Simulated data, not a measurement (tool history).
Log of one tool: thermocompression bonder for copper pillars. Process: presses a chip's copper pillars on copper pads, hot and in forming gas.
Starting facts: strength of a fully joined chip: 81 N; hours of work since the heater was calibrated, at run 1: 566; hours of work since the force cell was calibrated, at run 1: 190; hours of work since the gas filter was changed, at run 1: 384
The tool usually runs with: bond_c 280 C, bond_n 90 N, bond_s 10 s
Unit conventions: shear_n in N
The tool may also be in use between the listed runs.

run,hour,bond_c,bond_n,bond_s,hours of work since the heater was calibrated,hours of work since the force cell was calibrated,hours of work since the gas filter was changed,shear_n
1,0,280,90,10,566,190,384,46
2,6.3,280,90,10,570,194,388,46.4
3,17.6,280,90,10,577,201,395,45.8
4,30.2,280,90,10,585,210,403,45.8
5,37.9,280,90,10,590,214,408,46.1
6,50.6,280,90,10,599,223,416,45.8
7,62.9,280,90,10,606,231,424,46.1
8,71.8,280,90,10,612,236,430,45.6
9,77.7,280,90,10,616,240,434,45.6
10,83.1,280,90,10,619,243,437,45.6
11,91.4,280,90,10,625,249,442,45.3
12,100.1,280,90,10,630,254,448,45.8
13,111.1,280,90,10,637,262,455,45.7
# hour 117.9: forming gas filter changed
14,120.9,280,90,10,643,267,2,47
15,128,280,90,10,648,272,6,46.5
16,134.3,280,90,10,652,276,10,46.6
17,144.1,280,90,14,658,282,17,51.1
18,152.7,280,90,14,664,288,22,51.5
19,163,285,124,6,670,294,29,48.3
20,174,280,67,21,677,302,36,49.8

What will run 21 give?
# hour 176.4: force cell calibrated
21,182.8,280,67,21,682,4,41,?

{"run 21": {"shear_n": 49.2}}
Without the tool's hidden state the same run would have given shear_n 52.7 N.
